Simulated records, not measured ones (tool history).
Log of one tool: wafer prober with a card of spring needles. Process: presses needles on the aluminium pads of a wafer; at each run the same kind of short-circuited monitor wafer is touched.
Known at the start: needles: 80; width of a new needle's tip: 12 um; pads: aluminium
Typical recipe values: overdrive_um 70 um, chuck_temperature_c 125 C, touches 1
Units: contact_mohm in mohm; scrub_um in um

run,hour,overdrive_um,chuck_temperature_c,touches,contact_mohm,scrub_um
1,0.0,70,125,1,182,13.52
# hour 12.7: tips cleaned on abrasive film
# hour 25.5: tips cleaned on abrasive film
2,31.0,70,125,1,180,13.61
# hour 38.2: tips cleaned on abrasive film
# hour 51.5: tips cleaned on abrasive film
3,57.7,70,125,1,181,13.51
# hour 63.3: tips cleaned on abrasive film
# hour 76.6: tips cleaned on abrasive film
4,84.3,87,125,1,178,16.97
# hour 89.0: tips cleaned on abrasive film
# hour 102.6: tips cleaned on abrasive film
# hour 114.8: tips cleaned on abrasive film
5,114.8,70,125,1,184,13.55
# hour 128.0: tips cleaned on abrasive film
# hour 140.5: tips cleaned on abrasive film
6,149.0,70,125,1,183,13.34
# hour 151.8: tips cleaned on abrasive film
# hour 164.9: tips cleaned on abrasive film
# hour 178.6: tips cleaned on abrasive film
7,185.1,70,125,1,181,13.55
# hour 189.9: tips cleaned on abrasive film
# hour 202.5: tips cleaned on abrasive film
# hour 215.3: tips cleaned on abrasive film
8,224.8,70,125,2,181,13.53
# hour 226.8: tips cleaned on abrasive film
# hour 237.9: tips cleaned on abrasive film
# hour 251.1: tips cleaned on abrasive film
9,260.4,70,125,2,181,13.64
# hour 263.2: tips cleaned on abrasive film
# hour 276.1: tips cleaned on abrasive film
10,285.3,70,125,2,183,13.54
# hour 288.1: tips cleaned on abrasive film
# hour 301.3: tips cleaned on abrasive film
11,305.7,70,125,1,184,13.53
# hour 312.8: tips cleaned on abrasive film
# hour 324.9: tips cleaned on abrasive film
12,330.1,70,125,1,184,13.59
# hour 337.0: tips cleaned on abrasive film
# hour 350.7: tips cleaned on abrasive film
# hour 364.0: tips cleaned on abrasive film
13,371.0,70,125,1,181,13.56
# hour 376.5: tips cleaned on abrasive film
# hour 376.8: height of the first contact set anew
# hour 387.8: tips cleaned on abrasive film
# hour 399.5: tips cleaned on abrasive film
14,401.9,50,125,1,187,9.74
# hour 412.9: tips cleaned on abrasive film
# hour 425.1: tips cleaned on abrasive film
# hour 436.1: tips cleaned on abrasive film
15,438.9,70,53,2,171,13.75
# hour 449.7: tips cleaned on abrasive film
16,460.3,76,54,1,168,14.70
# hour 463.2: tips cleaned on abrasive film
# hour 475.8: tips cleaned on abrasive film
17,480.4,76,54,1,167,14.75
# hour 488.0: tips cleaned on abrasive film
# hour 499.7: tips cleaned on abrasive film
18,499.7,77,125,2,183,14.98
# hour 512.4: tips cleaned on abrasive film
# hour 525.1: tips cleaned on abrasive film
19,535.0,51,66,2,177,9.84
# hour 537.8: tips cleaned on abrasive film
# hour 550.6: tips cleaned on abrasive film
# hour 563.1: tips cleaned on abrasive film
20,569.6,51,66,2,176,9.98
# hour 574.2: tips cleaned on abrasive film
# hour 587.8: tips cleaned on abrasive film
# hour 601.5: tips cleaned on abrasive film
21,611.9,82,27,1,164,16.04
# hour 614.8: tips cleaned on abrasive film
# hour 626.6: tips cleaned on abrasive film
22,632.6,82,92,1,173,15.77
# hour 638.2: tips cleaned on abrasive film
# hour 651.5: tips cleaned on abrasive film
# hour 664.9: tips cleaned on abrasive film
23,668.6,70,38,2,164,13.66
# hour 676.0: tips cleaned on abrasive film
# hour 687.0: tips cleaned on abrasive film
24,691.1,70,26,1,165,13.35
# hour 700.5: tips cleaned on abrasive film
# hour 713.0: tips cleaned on abrasive film
# hour 725.5: tips cleaned on abrasive film
25,731.0,79,67,1,169,15.49
# hour 738.1: tips cleaned on abrasive film
# hour 749.1: tips cleaned on abrasive film
# hour 762.0: tips cleaned on abrasive film
26,762.0,79,67,1,174,15.43
# hour 774.2: tips cleaned on abrasive film
# hour 786.6: tips cleaned on abrasive film
27,794.2,72,59,2,169,13.78
# hour 799.6: tips cleaned on abrasive film
# hour 812.2: tips cleaned on abrasive film
# hour 825.2: tips cleaned on abrasive film
28,827.5,72,59,2,169,13.98

Predict each of these 3 candidate next runs independently; none follows another, all start after run 28:
# hour 838.1: tips cleaned on abrasive film
# hour 849.1: tips cleaned on abrasive film
# hour 861.6: tips cleaned on abrasive film
A,865.6,77,37,1,?,?
# hour 838.1: tips cleaned on abrasive film
# hour 849.1: tips cleaned on abrasive film
# hour 861.6: tips cleaned on abrasive film
B,865.6,62,59,2,?,?
# hour 838.1: tips cleaned on abrasive film
# hour 849.1: tips cleaned on abrasive film
# hour 861.6: tips cleaned on abrasive film
C,865.6,86,121,3,?,?

run,contact_mohm,scrub_um
A,167,14.97
B,171,12.06
C,177,16.73
Stripped of hidden state, with their random variation kept, the same runs would have yielded:
run,contact_mohm,scrub_um
A,167,14.97
B,171,12.06
C,177,16.73

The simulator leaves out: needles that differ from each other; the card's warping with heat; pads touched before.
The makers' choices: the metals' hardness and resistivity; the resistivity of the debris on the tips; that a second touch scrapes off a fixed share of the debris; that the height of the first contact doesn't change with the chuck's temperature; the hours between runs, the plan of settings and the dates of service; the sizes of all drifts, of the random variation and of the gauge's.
